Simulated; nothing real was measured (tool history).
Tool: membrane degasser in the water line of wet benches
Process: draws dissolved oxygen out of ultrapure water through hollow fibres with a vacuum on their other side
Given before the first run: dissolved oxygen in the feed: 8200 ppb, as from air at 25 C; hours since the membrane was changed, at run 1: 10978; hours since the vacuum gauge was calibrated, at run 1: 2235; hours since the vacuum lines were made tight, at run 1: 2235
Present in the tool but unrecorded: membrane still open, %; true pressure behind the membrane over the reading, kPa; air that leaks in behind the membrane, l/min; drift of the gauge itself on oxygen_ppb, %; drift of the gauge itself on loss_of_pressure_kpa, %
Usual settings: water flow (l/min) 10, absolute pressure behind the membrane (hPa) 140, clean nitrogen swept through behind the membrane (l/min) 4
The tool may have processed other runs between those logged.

run,hour,water flow (l/min),absolute pressure behind the membrane (hPa),clean nitrogen swept through behind the membrane (l/min),hours since the membrane was changed,hours since the vacuum gauge was calibrated,hours since the vacuum lines were made tight,dissolved oxygen in the water behind the degasser (ppb),pressure that the water loses in the fibres (hPa)
1,0,10,140,4,10978,2235,2235,76,521.5
2,239.4,10,140,4,11218,2474,2474,75.5,521.5
3,588.2,10,140,4,11566,2823,2823,75.7,524.8
4,937.5,10,140,4,11916,3172,3172,75.4,520.5
5,1226.8,10,140,4,12205,3461,3461,76.3,521.9
6,1568.6,10,140,4,12547,3803,3803,76.8,524.4
7,1902.5,8,140,4,12881,4137,4137,57.9,423
8,2077.5,8,140,4,13056,4312,4312,58.2,421.7
9,2436.3,8,140,4,13414,4671,4671,58,421.8
# hour 2456.4: vacuum gauge calibrated
10,2789.4,8,140,4,13767,333,5023,58.6,423.7
11,3015.5,8,140,4,13993,559,5250,59.3,421.8
12,3264.6,8,140,4,14242,808,5499,58.9,424.2
13,3493.6,8,140,4,14471,1037,5728,58.8,423.6
# hour 3588.4: vacuum gauge calibrated, once more
14,3819.6,10,140,4,14797,231,6053,76.3,530.1
15,4174,10,129,4,15151,586,6408,69.4,529.6
16,4373.2,10,129,1.82,15350,785,6607,140.1,533.1
17,4675.8,7,313,11.6,15653,1087,6909,46,373.1
18,4897.6,7,313,11.6,15875,1309,7131,45.9,372.6
19,5207.1,11,313,11.6,16184,1619,7441,81.6,588.6
20,5544.7,11,313,4.79,16522,1956,7778,175.5,591
21,5757,11,118,6.5,16734,2169,7991,51.4,592.9
22,6097.6,10,165,4,17075,2509,8331,94.7,535.9
23,6287.7,10,182,4.78,17265,2699,8521,89.6,534.4
24,6579,14,140,4.08,17556,2991,8812,133.8,746.8
25,6751,14,140,4.08,17728,3163,8984,133,754.1
26,6965.9,10,119,5.77,17943,3377,9199,49,541.1
27,7234.8,6,94,1.97,18212,3646,9468,51.3,321.5
28,7395.9,6,94,1.97,18373,3807,9629,51.5,323.9
29,7580.3,13,140,2.37,18557,3992,9814,180.4,698.4
30,7939.7,10,323,10.47,18917,4351,10173,81.7,540.9
31,8240.4,10,323,10.47,19218,4652,10474,81.8,536.9
32,8504.3,10,140,3.24,19481,4916,10738,96.4,540

What would each run have given without the hidden state, its run-to-run variation left as it was?
run,dissolved oxygen in the water behind the degasser (ppb),pressure that the water loses in the fibres (hPa)
1,72.7,497.7
2,72,497.2
3,71.9,499.8
4,71.5,494.8
5,72.1,495.6
6,72.3,497.2
7,55,400.7
8,55.3,399.1
9,54.9,398.5
10,55,399.8
11,55.5,397.5
12,55,399.5
13,54.8,398.5
14,71.7,498
15,64.7,496.8
16,133.6,499.6
17,43.7,349.1
18,43.6,348.4
19,74.7,549.8
20,165.8,551.3
21,44.7,552.6
22,87.8,498.6
23,82.9,496.9
24,117.2,693.4
25,116.4,700
26,43.2,501.8
27,47,297.7
28,47.1,299.8
29,163.3,645.7
30,74.5,499.3
31,74.4,495
32,87.3,497.4
